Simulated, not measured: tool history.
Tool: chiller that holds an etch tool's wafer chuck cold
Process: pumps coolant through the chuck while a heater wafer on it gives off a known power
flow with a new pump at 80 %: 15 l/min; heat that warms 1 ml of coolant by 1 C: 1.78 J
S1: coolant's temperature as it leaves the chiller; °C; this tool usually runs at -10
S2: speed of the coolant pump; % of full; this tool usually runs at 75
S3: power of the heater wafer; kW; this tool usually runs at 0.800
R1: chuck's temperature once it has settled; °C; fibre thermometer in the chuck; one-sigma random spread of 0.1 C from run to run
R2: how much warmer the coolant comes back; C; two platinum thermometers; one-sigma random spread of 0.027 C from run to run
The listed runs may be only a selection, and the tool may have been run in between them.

run,hour,S1,S2,S3,R1,R2
1,0.0,-10,75,0.800,-1.3,1.95
2,18.7,-10,75,0.621,-3.5,1.48
3,48.0,-10,75,0.800,-1.4,1.95
4,63.1,-10,75,0.800,-1.5,1.94
5,92.2,-10,75,0.800,-1.4,1.95
6,110.2,-10,75,0.800,-1.6,1.97
7,135.9,-10,75,0.800,-1.4,1.94
8,164.1,-10,75,0.631,-3.3,1.54
9,189.5,-9,75,0.800,-0.2,1.95
10,206.5,-9,75,0.800,-0.4,1.91
11,235.8,-6,75,0.800,2.8,1.95
12,257.0,-6,75,0.800,2.8,1.97
13,269.3,-10,75,0.800,-1.3,1.95
14,290.6,-10,75,0.800,-1.3,1.96
15,312.0,-10,75,0.800,-1.4,1.97
16,325.2,-10,75,0.800,-1.4,1.96
# hour 331.4: coolant pump overhauled
17,350.1,-10,75,0.800,-1.2,1.98
18,368.3,-10,75,0.800,-1.4,1.95
19,381.4,-3,90,0.915,5.6,1.82
# hour 396.0: coolant pump overhauled, once more
20,415.3,-3,90,0.915,5.3,1.80
21,437.7,-7,90,0.429,-3.3,0.87
22,466.4,-7,90,0.429,-3.2,0.85
23,496.6,-7,90,0.429,-3.5,0.83
24,527.1,-7,68,1.125,6.2,3.00
25,547.8,-10,61,0.722,-0.7,2.22
26,569.5,-10,61,0.722,-0.8,2.16
27,583.8,-12,75,0.808,-3.3,1.99
28,610.7,-10,77,0.536,-4.5,1.27
29,640.1,-3,75,0.688,4.3,1.66
30,665.4,-10,75,0.641,-3.4,1.58
31,682.1,-7,66,0.635,0.5,1.72

Branching from run 31: 3 alternative next runs. What would each branch give?
A,706.5,-8,66,0.453,?,?
B,706.5,-9,64,1.053,?,?
C,706.5,-16,71,0.536,?,?

run,R1,R2
A,-2.6,1.30
B,4.3,3.06
C,-10.2,1.38
Take away the tool's hidden state, keep each run's random variation, and the runs would have read:
run,R1,R2
A,-2.7,1.30
B,3.4,3.05
C,-10.3,1.37
